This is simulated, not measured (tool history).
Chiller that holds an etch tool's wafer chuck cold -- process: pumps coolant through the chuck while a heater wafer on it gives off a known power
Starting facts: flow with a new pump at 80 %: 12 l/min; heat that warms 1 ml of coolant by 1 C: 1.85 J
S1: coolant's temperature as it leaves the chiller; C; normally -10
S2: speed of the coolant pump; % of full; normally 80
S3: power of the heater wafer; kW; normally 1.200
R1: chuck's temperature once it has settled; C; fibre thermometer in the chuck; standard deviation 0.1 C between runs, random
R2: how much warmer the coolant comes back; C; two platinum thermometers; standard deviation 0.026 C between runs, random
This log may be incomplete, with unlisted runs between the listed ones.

run,hour,S1,S2,S3,R1,R2
1,0.0,-10,80,1.200,0.0,3.24
2,44.7,-10,77,1.200,0.3,3.36
3,84.6,-10,77,1.200,0.1,3.36
4,151.9,-15,80,1.200,-5.1,3.25
5,194.8,-15,80,1.200,-5.1,3.27
6,232.6,-1,80,1.200,9.1,3.29
# hour 238.0: chiller's thermometer calibrated
7,279.7,-1,80,1.200,9.0,3.25
8,324.3,-1,80,1.200,8.9,3.26
9,357.2,-1,80,1.200,9.2,3.27
# hour 389.7: chiller's thermometer calibrated, once more
10,407.5,-1,80,1.200,9.2,3.25
11,471.4,-7,80,1.171,2.9,3.19
12,520.9,-7,80,1.171,2.9,3.16
13,582.5,-6,70,1.093,4.2,3.39
14,645.9,-9,80,1.200,1.2,3.26
15,697.8,-9,80,1.200,1.1,3.25
16,747.9,-10,80,0.624,-4.7,1.70
17,779.7,-10,88,1.488,1.9,3.65
18,837.3,-10,88,1.488,1.7,3.65
19,869.2,-4,93,0.750,1.5,1.71

The logged runs with the hidden state left out (each run's random variation unchanged):
The hidden state here: heat passed by the chuck's channels, % of clean ones'; flow at a given pump speed, % of a new pump's; coolant's true temperature over the reading, C; drift of the gauge itself on chuck_c, C; drift of the gauge itself on warmer_back_c, C.
run,R1,R2
1,-0.4,3.25
2,-0.2,3.37
3,-0.4,3.36
4,-5.6,3.25
5,-5.6,3.27
6,8.6,3.29
7,8.6,3.25
8,8.4,3.25
9,8.7,3.27
10,8.6,3.25
11,2.3,3.18
12,2.3,3.15
13,3.5,3.38
14,0.5,3.25
15,0.5,3.23
16,-5.0,1.69
17,1.1,3.63
18,0.9,3.62
19,1.1,1.70
